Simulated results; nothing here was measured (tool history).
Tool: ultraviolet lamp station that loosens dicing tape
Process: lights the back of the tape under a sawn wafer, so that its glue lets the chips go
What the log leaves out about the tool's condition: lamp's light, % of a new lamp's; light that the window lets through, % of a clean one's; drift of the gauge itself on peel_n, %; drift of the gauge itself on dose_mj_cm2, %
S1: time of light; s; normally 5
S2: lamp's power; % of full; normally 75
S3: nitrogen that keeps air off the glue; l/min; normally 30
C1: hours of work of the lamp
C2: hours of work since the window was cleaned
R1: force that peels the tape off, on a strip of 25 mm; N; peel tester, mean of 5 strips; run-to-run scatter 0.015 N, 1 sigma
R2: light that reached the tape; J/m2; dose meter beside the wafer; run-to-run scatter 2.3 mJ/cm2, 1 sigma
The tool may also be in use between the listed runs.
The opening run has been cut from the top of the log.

Run 2, hour 23.1: usual settings; C1 593; C2 9. Result: R1 0.697 N, R2 2320 J/m2.
Run 3, hour 44.9: usual settings; C1 602; C2 18. Result: R1 0.718 N, R2 2330 J/m2.
Run 4, hour 63.9: usual settings; C1 609; C2 26. Result: R1 0.720 N, R2 2350 J/m2.
Run 5, hour 93.1: usual settings; C1 621; C2 37. Result: R1 0.711 N, R2 2300 J/m2.
Run 6, hour 126.8: usual settings; C1 635; C2 51. Result: R1 0.718 N, R2 2310 J/m2.
Run 7, hour 147.5: usual settings but S1 3 s; C1 643; C2 59. Result: R1 1.748 N, R2 1370 J/m2.
Run 8, hour 173.1: usual settings but S1 6 s; C1 653; C2 69. Result: R1 0.502 N, R2 2740 J/m2.
Run 9, hour 210.5: usual settings but S1 6 s; C1 668; C2 84. Result: R1 0.476 N, R2 2770 J/m2.
Run 10, hour 247.5: usual settings but S2 65 % of full; C1 683; C2 99. Result: R1 0.961 N, R2 2020 J/m2.
Run 11, hour 286.6: usual settings; C1 699; C2 115. Result: R1 0.697 N, R2 2290 J/m2.
Run 12, hour 308.5: usual settings but S3 22 l/min; C1 707; C2 124. Result: R1 0.820 N, R2 2310 J/m2.
Run 13, hour 346.4: usual settings; C1 723; C2 139. Result: R1 0.721 N, R2 2300 J/m2.
Run 14, hour 379.7: usual settings; C1 736; C2 152. Result: R1 0.727 N, R2 2300 J/m2.
Run 15, hour 399.4: usual settings; C1 744; C2 160. Result: R1 0.719 N, R2 2250 J/m2.
Run 16, hour 426.9: usual settings; C1 755; C2 171. Result: R1 0.721 N, R2 2330 J/m2.
Run 17, hour 460.4: usual settings; C1 768; C2 184. Result: R1 0.686 N, R2 2280 J/m2.
Run 18, hour 492.6: usual settings but S3 10 l/min; C1 781; C2 197. Result: R1 1.286 N, R2 2280 J/m2.
Run 19, hour 529.1: usual settings but S3 10 l/min; C1 796; C2 212. Result: R1 1.314 N, R2 2330 J/m2.
Run 20, hour 554.3: usual settings but S3 10 l/min; C1 806; C2 222. Result: R1 1.318 N, R2 2320 J/m2.

What does the tool deliver on the next run?
Run 21, hour 574.8: usual settings but S3 9 l/min; C1 814; C2 230. Result: R1 ?, R2 ?.

{"run 21": {"R1": 1.355, "R2": 2300}}
If the tool had no hidden condition, the same run with the same run-to-run variation would have returned R1 1.350 N, R2 2310 J/m2.

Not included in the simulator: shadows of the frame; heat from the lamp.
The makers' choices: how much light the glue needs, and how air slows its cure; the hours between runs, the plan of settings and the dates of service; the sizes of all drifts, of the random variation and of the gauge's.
